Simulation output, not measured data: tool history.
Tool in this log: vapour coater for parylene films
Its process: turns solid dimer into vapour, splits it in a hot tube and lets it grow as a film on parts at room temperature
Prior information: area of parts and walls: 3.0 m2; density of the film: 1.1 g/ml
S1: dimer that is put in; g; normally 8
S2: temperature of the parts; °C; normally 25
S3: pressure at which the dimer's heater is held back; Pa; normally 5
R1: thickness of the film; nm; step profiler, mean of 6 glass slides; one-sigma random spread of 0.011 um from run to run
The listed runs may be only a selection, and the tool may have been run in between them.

run 1 day=0 | S1=8 S2=25 S3=5 | R1=1690
run 2 day=2.179 | S1=8 S2=25 S3=5 | R1=1700
run 3 day=3.7 | S1=8 S2=25 S3=5 | R1=1690
run 4 day=5.825 | S1=8 S2=25 S3=5 | R1=1680
run 5 day=7.608 | S1=8 S2=25 S3=5 | R1=1700
run 6 day=9.912 | S1=8 S2=25 S3=5 | R1=1680
run 7 day=11.3 | S1=8 S2=25 S3=5 | R1=1670
run 8 day=12.975 | S1=8 S2=25 S3=5 | R1=1680
run 9 day=14.354 | S1=8 S2=25 S3=5 | R1=1660
run 10 day=16.312 | S1=8 S2=25 S3=5 | R1=1670
run 11 day=18.371 | S1=8 S2=25 S3=5 | R1=1670
run 12 day=20.204 | S1=8 S2=27 S3=5 | R1=1550
run 13 day=21.829 | S1=8 S2=25 S3=5 | R1=1650
-- day=23.383 table's thermometer calibrated
run 14 day=24.45 | S1=8 S2=25 S3=5 | R1=1570
run 15 day=25.617 | S1=8 S2=18 S3=5 | R1=1900
run 16 day=28.042 | S1=8 S2=18 S3=5 | R1=1900
run 17 day=29.667 | S1=8 S2=25 S3=5 | R1=1560
run 18 day=31.029 | S1=8 S2=25 S3=5 | R1=1570
run 19 day=32.929 | S1=8 S2=31 S3=5 | R1=1320
-- day=33.704 trap's valve overhauled
run 20 day=35.267 | S1=8 S2=31 S3=5 | R1=1500
run 21 day=37.304 | S1=8 S2=31 S3=5 | R1=1460
run 22 day=39.796 | S1=8 S2=31 S3=5 | R1=1500
run 23 day=42.042 | S1=8 S2=31 S3=5 | R1=1460
run 24 day=44.1 | S1=8 S2=31 S3=5 | R1=1480
run 25 day=45.762 | S1=3 S2=23 S3=7.16 | R1=650
run 26 day=47.729 | S1=3 S2=23 S3=7.16 | R1=650
run 27 day=50.221 | S1=6 S2=23 S3=10.6 | R1=1170
run 28 day=51.638 | S1=6 S2=23 S3=10.6 | R1=1200
run 29 day=53.35 | S1=3 S2=28 S3=2.4 | R1=660
run 30 day=54.925 | S1=3 S2=26 S3=2.4 | R1=700
run 31 day=56.371 | S1=3 S2=26 S3=2.4 | R1=690
run 32 day=58.154 | S1=3 S2=26 S3=2.4 | R1=710
run 33 day=59.583 | S1=3 S2=25 S3=4.93 | R1=630
run 34 day=62.142 | S1=5 S2=34 S3=4.93 | R1=840
run 35 day=64.1 | S1=8 S2=25 S3=5.6 | R1=1640
run 36 day=65.238 | S1=8 S2=32 S3=8.38 | R1=1260
run 37 day=67.779 | S1=5 S2=25 S3=10.19 | R1=910
run 38 day=69.675 | S1=8 S2=35 S3=11.96 | R1=1100
run 39 day=72.321 | S1=5 S2=17 S3=11.61 | R1=1110
run 40 day=73.9 | S1=10 S2=25 S3=2.15 | R1=2380
run 41 day=75.992 | S1=12 S2=25 S3=5 | R1=2470
run 42 day=77.758 | S1=12 S2=25 S3=5 | R1=2450
run 43 day=79.521 | S1=9 S2=18 S3=2.43 | R1=2440
run 44 day=81.533 | S1=12 S2=27 S3=6.76 | R1=2210
run 45 day=82.842 | S1=12 S2=27 S3=6.76 | R1=2210

How would selected steps in R1 from run to run divide? Give the signed amount a tool lacking its hidden state would still show from settings, what came in and random variation, and the signed amount left for the hidden state, including any gauge scatter that is not in both of the compared results.
The hidden state here: vapour lost through the trap's worn valve, %; true temperature of the parts over the reading, C; drift of the gauge itself on film_um, %.
Run 13 -> 14: table's thermometer calibrated. R1 -80 nm: hidden state -60, all else -20.
Run 19 -> 20: trap's valve overhauled. R1 +180 nm: hidden state +170, all else +10.
Run 24 -> 25: S1 8 -> 3, S2 31 -> 23, S3 5 -> 7.16. R1 -830 nm: hidden state +10, all else -840.
Run 34 -> 35: S1 5 -> 8, S2 34 -> 25, S3 4.93 -> 5.6. R1 +800 nm: hidden state -30, all else +830.
Run 39 -> 40: S1 5 -> 10, S2 17 -> 25, S3 11.61 -> 2.15. R1 +1270 nm: hidden state -70, all else +1340.

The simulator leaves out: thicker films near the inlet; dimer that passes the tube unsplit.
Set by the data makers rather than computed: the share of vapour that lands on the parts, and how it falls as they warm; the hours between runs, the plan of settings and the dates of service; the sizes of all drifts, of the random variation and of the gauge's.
